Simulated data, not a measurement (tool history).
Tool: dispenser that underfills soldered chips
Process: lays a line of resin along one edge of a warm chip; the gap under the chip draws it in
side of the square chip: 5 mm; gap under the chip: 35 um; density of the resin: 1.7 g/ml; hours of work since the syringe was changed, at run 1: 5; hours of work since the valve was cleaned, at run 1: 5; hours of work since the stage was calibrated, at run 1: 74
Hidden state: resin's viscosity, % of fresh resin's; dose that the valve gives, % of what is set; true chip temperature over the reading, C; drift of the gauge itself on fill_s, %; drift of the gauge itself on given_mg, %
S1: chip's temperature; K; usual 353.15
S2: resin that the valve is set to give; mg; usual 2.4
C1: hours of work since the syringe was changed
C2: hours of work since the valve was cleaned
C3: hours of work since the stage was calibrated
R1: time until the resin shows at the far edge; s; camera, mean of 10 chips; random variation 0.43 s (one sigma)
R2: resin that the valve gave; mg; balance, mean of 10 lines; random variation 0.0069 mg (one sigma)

{"run": 1, "hour": 0.0, "S1": 353.15, "S2": 2.4, "C1": 5, "C2": 5, "C3": 74, "R1": 40, "R2": 2.375}
{"run": 2, "hour": 4.9, "S1": 353.15, "S2": 2.4, "C1": 8, "C2": 8, "C3": 78, "R1": 49.1, "R2": 2.368}
{"hour": 7.2, "done": "new syringe of resin"}
{"run": 3, "hour": 11.6, "S1": 353.15, "S2": 2.4, "C1": 3, "C2": 13, "C3": 82, "R1": 36.5, "R2": 2.37}
{"run": 4, "hour": 17.2, "S1": 353.15, "S2": 2.4, "C1": 7, "C2": 17, "C3": 86, "R1": 46.1, "R2": 2.367}
{"hour": 21.1, "done": "new syringe of resin"}
{"run": 5, "hour": 23.8, "S1": 353.15, "S2": 2.06, "C1": 2, "C2": 22, "C3": 91, "R1": 34, "R2": 2.038}
{"run": 6, "hour": 30.3, "S1": 353.15, "S2": 2.42, "C1": 7, "C2": 27, "C3": 96, "R1": 43.6, "R2": 2.368}
{"run": 7, "hour": 33.2, "S1": 353.15, "S2": 2.42, "C1": 9, "C2": 29, "C3": 98, "R1": 48.2, "R2": 2.375}
{"hour": 35.0, "done": "new syringe of resin"}
{"run": 8, "hour": 36.6, "S1": 353.15, "S2": 2.42, "C1": 1, "C2": 31, "C3": 100, "R1": 32.8, "R2": 2.375}
{"run": 9, "hour": 41.8, "S1": 353.15, "S2": 2.42, "C1": 5, "C2": 35, "C3": 104, "R1": 39.6, "R2": 2.357}
{"run": 10, "hour": 46.8, "S1": 356.15, "S2": 2.4, "C1": 9, "C2": 39, "C3": 108, "R1": 41.1, "R2": 2.325}
{"hour": 48.7, "done": "new syringe of resin"}
{"run": 11, "hour": 50.1, "S1": 356.15, "S2": 2.4, "C1": 1, "C2": 41, "C3": 110, "R1": 28.2, "R2": 2.323}
{"run": 12, "hour": 56.1, "S1": 353.15, "S2": 2.4, "C1": 6, "C2": 45, "C3": 114, "R1": 40.4, "R2": 2.314}
{"run": 13, "hour": 59.1, "S1": 353.15, "S2": 2.4, "C1": 8, "C2": 47, "C3": 117, "R1": 44.5, "R2": 2.32}
{"hour": 62.5, "done": "new syringe of resin"}
{"run": 14, "hour": 65.0, "S1": 353.15, "S2": 2.4, "C1": 2, "C2": 51, "C3": 121, "R1": 31.9, "R2": 2.311}
{"run": 15, "hour": 68.7, "S1": 353.15, "S2": 2.4, "C1": 5, "C2": 54, "C3": 123, "R1": 36.8, "R2": 2.315}
{"run": 16, "hour": 75.0, "S1": 362.15, "S2": 2.4, "C1": 9, "C2": 59, "C3": 128, "R1": 31.8, "R2": 2.301}
{"hour": 76.2, "done": "new syringe of resin"}
{"run": 17, "hour": 81.2, "S1": 353.15, "S2": 2.12, "C1": 4, "C2": 63, "C3": 132, "R1": 37.8, "R2": 2.03}
{"run": 18, "hour": 84.5, "S1": 353.15, "S2": 2.4, "C1": 6, "C2": 66, "C3": 135, "R1": 42.1, "R2": 2.298}
{"run": 19, "hour": 87.7, "S1": 367.15, "S2": 2.4, "C1": 9, "C2": 68, "C3": 137, "R1": 23.7, "R2": 2.299}
{"hour": 90.0, "done": "new syringe of resin"}
{"run": 20, "hour": 93.5, "S1": 342.15, "S2": 2.21, "C1": 3, "C2": 72, "C3": 141, "R1": 64.3, "R2": 2.084}
{"run": 21, "hour": 97.1, "S1": 367.15, "S2": 2.51, "C1": 5, "C2": 75, "C3": 144, "R1": 20.1, "R2": 2.371}
{"run": 22, "hour": 102.6, "S1": 367.15, "S2": 2.51, "C1": 9, "C2": 79, "C3": 148, "R1": 24.7, "R2": 2.377}
{"hour": 103.7, "done": "new syringe of resin"}
{"run": 23, "hour": 108.8, "S1": 356.15, "S2": 2.86, "C1": 4, "C2": 83, "C3": 152, "R1": 31.9, "R2": 2.694}
{"run": 24, "hour": 111.7, "S1": 361.15, "S2": 2.07, "C1": 6, "C2": 85, "C3": 154, "R1": 30.1, "R2": 1.952}
{"run": 25, "hour": 114.9, "S1": 356.15, "S2": 3.01, "C1": 8, "C2": 88, "C3": 157, "R1": 40.4, "R2": 2.841}
{"hour": 117.6, "done": "new syringe of resin"}
{"run": 26, "hour": 118.1, "S1": 353.15, "S2": 3.03, "C1": 0, "C2": 90, "C3": 159, "R1": 30.4, "R2": 2.844}
{"hour": 122.6, "done": "dispensing valve cleaned and set on the balance"}
{"run": 27, "hour": 124.4, "S1": 353.15, "S2": 3.08, "C1": 4, "C2": 1, "C3": 163, "R1": 37.5, "R2": 3.079}
{"run": 28, "hour": 129.8, "S1": 353.15, "S2": 2.03, "C1": 8, "C2": 5, "C3": 167, "R1": 48.8, "R2": 2.031}
{"hour": 132.1, "done": "new syringe of resin"}
{"run": 29, "hour": 133.6, "S1": 353.15, "S2": 2.03, "C1": 1, "C2": 8, "C3": 169, "R1": 32.9, "R2": 2.019}
{"run": 30, "hour": 137.4, "S1": 360.15, "S2": 2.51, "C1": 4, "C2": 11, "C3": 172, "R1": 26.1, "R2": 2.499}
{"run": 31, "hour": 140.6, "S1": 364.15, "S2": 2.38, "C1": 6, "C2": 13, "C3": 174, "R1": 24, "R2": 2.353}
{"hour": 146.0, "done": "new syringe of resin"}
{"run": 32, "hour": 146.9, "S1": 354.15, "S2": 2.97, "C1": 1, "C2": 17, "C3": 179, "R1": 29, "R2": 2.927}
{"run": 33, "hour": 151.2, "S1": 354.15, "S2": 2.97, "C1": 4, "C2": 21, "C3": 182, "R1": 33.9, "R2": 2.934}
{"run": 34, "hour": 154.6, "S1": 354.15, "S2": 2.26, "C1": 6, "C2": 23, "C3": 184, "R1": 40.5, "R2": 2.218}
{"run": 35, "hour": 157.3, "S1": 354.15, "S2": 2.26, "C1": 8, "C2": 25, "C3": 187, "R1": 44.5, "R2": 2.218}
{"hour": 159.6, "done": "new syringe of resin"}
{"run": 36, "hour": 163.4, "S1": 354.15, "S2": 2.26, "C1": 3, "C2": 29, "C3": 191, "R1": 32.7, "R2": 2.218}
{"run": 37, "hour": 167.8, "S1": 354.15, "S2": 2.26, "C1": 6, "C2": 33, "C3": 194, "R1": 39, "R2": 2.207}

Forecast each of these 3 alternatives for the next run:
{"run": "A", "hour": 170.5, "S1": 357.15, "S2": 2.26, "C1": 8, "C2": 35, "C3": 196, "R1": "?", "R2": "?"}
{"run": "B", "hour": 170.5, "S1": 340.15, "S2": 2.46, "C1": 8, "C2": 35, "C3": 196, "R1": "?", "R2": "?"}
{"run": "C", "hour": 170.5, "S1": 357.15, "S2": 2.24, "C1": 8, "C2": 35, "C3": 196, "R1": "?", "R2": "?"}

run=A R1=37.1 R2=2.208
run=B R1=90.6 R2=2.399
run=C R1=37.6 R2=2.196
Without the tool's hidden state the same runs would have given:
run=A R1=25.2 R2=2.262
run=B R1=62.4 R2=2.457
run=C R1=25.7 R2=2.25
